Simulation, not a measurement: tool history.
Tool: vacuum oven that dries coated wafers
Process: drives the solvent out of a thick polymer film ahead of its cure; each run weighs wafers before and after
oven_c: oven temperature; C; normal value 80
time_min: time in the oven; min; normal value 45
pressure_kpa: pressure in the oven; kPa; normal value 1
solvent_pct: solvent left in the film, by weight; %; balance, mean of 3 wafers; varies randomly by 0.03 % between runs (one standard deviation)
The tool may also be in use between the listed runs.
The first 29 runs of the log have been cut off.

Run 30, hour 2077.6: usual settings but oven_c 87 C, time_min 29 min, pressure_kpa 1.47 kPa. Result: solvent_pct 3.5 %.
At hour 2119.7: vacuum gauge cleaned of residue and calibrated.
Run 31, hour 2170.8: usual settings but oven_c 75 C, time_min 54 min, pressure_kpa 0.6 kPa. Result: solvent_pct 3.51 %.
Run 32, hour 2241.1: usual settings but oven_c 75 C, time_min 54 min, pressure_kpa 0.6 kPa. Result: solvent_pct 3.47 %.
Run 33, hour 2330.8: usual settings but oven_c 67 C, time_min 59 min, pressure_kpa 0.58 kPa. Result: solvent_pct 5.4 %.
Run 34, hour 2394.5: usual settings but oven_c 67 C, time_min 80 min, pressure_kpa 0.93 kPa. Result: solvent_pct 3.91 %.
Run 35, hour 2483.9: usual settings but oven_c 88 C. Result: solvent_pct 1.31 %.
Run 36, hour 2560.6: usual settings but oven_c 88 C. Result: solvent_pct 1.28 %.
Run 37, hour 2663: usual settings but oven_c 77 C. Result: solvent_pct 3.84 %.
Run 38, hour 2716.5: usual settings but oven_c 85 C, time_min 30 min, pressure_kpa 3.76 kPa. Result: solvent_pct 4.27 %.
Run 39, hour 2813.9: usual settings but oven_c 85 C, time_min 30 min, pressure_kpa 3.76 kPa. Result: solvent_pct 4.13 %.
Run 40, hour 2884.8: usual settings but pressure_kpa 3.02 kPa. Result: solvent_pct 3.48 %.
Run 41, hour 2979.3: usual settings but pressure_kpa 3.02 kPa. Result: solvent_pct 3.45 %.
At hour 3053.1: oven's thermocouples calibrated.
Run 42, hour 3072.6: usual settings but oven_c 84 C, time_min 29 min. Result: solvent_pct 4.25 %.
Run 43, hour 3119.7: usual settings but oven_c 84 C, time_min 35 min, pressure_kpa 2.41 kPa. Result: solvent_pct 3.62 %.
Run 44, hour 3189.2: usual settings but oven_c 84 C, time_min 35 min, pressure_kpa 2.41 kPa. Result: solvent_pct 3.58 %.
Run 45, hour 3246.1: usual settings but oven_c 93 C, time_min 48 min, pressure_kpa 3.22 kPa. Result: solvent_pct 1.04 %.
Run 46, hour 3302.4: usual settings but oven_c 93 C, time_min 48 min, pressure_kpa 3.22 kPa. Result: solvent_pct 1.03 %.
Run 47, hour 3348.7: usual settings but oven_c 93 C, time_min 48 min, pressure_kpa 3.22 kPa. Result: solvent_pct 1.08 %.
Run 48, hour 3410: usual settings but time_min 50 min. Result: solvent_pct 2.6 %.

What if the next run were any one of these 3? Each begins from the tool's condition after run 48:
Run A, hour 3484.9: usual settings but oven_c 76 C, pressure_kpa 2.01 kPa. Result: solvent_pct ?.
Run B, hour 3484.9: usual settings but oven_c 67 C, time_min 48 min, pressure_kpa 0.93 kPa. Result: solvent_pct ?.
Run C, hour 3484.9: usual settings but oven_c 69 C, pressure_kpa 2.72 kPa. Result: solvent_pct ?.

run  solvent_pct
  A         4.55
  B         6.79
  C         7.08
With no hidden state in the tool, these same runs would have given:
run  solvent_pct
  A         4.74
  B         6.99
  C         7.29
